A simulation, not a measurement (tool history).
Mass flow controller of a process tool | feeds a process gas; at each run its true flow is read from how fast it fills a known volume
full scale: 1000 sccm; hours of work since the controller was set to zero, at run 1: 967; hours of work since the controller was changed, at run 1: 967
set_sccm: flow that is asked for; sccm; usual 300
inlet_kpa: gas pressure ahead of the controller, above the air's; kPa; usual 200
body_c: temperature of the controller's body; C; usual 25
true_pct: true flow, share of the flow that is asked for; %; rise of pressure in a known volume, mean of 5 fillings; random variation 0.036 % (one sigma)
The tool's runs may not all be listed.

run,hour,set_sccm,inlet_kpa,body_c,hours of work since the controller was set to zero,hours of work since the controller was changed,true_pct
1,0,300,200,25,967,967,98.36
2,82.4,300,200,25,1017,1017,98.24
3,146.6,300,200,25,1057,1057,98.21
4,207.3,300,200,25,1094,1094,98.02
5,276.6,300,146,25,1137,1137,98.29
6,401.8,300,146,25,1214,1214,98.08
7,479.4,300,216,25,1261,1261,97.62
8,555.2,300,215,25,1308,1308,97.5
9,638.2,300,215,25,1359,1359,97.37
10,707.1,300,215,25,1401,1401,97.25

Some steps in true_pct between neighbouring runs. How much of each would the tool show without its hidden state too (settings, what came in, random variation), and how much is left for the hidden state, with any gauge scatter that isn't in both results?
The hidden state here: flow at rest that the sensor doesn't see, % of full scale; true flow over the shown one, %; drift of the gauge itself on true_pct, %.
Run 5 -> 6: no setting changed, nothing entered. true_pct -0.21 %: hidden state -0.17, all else -0.04.
Run 6 -> 7: inlet_kpa 146 -> 216. true_pct -0.46 %: hidden state -0.1, all else -0.36.
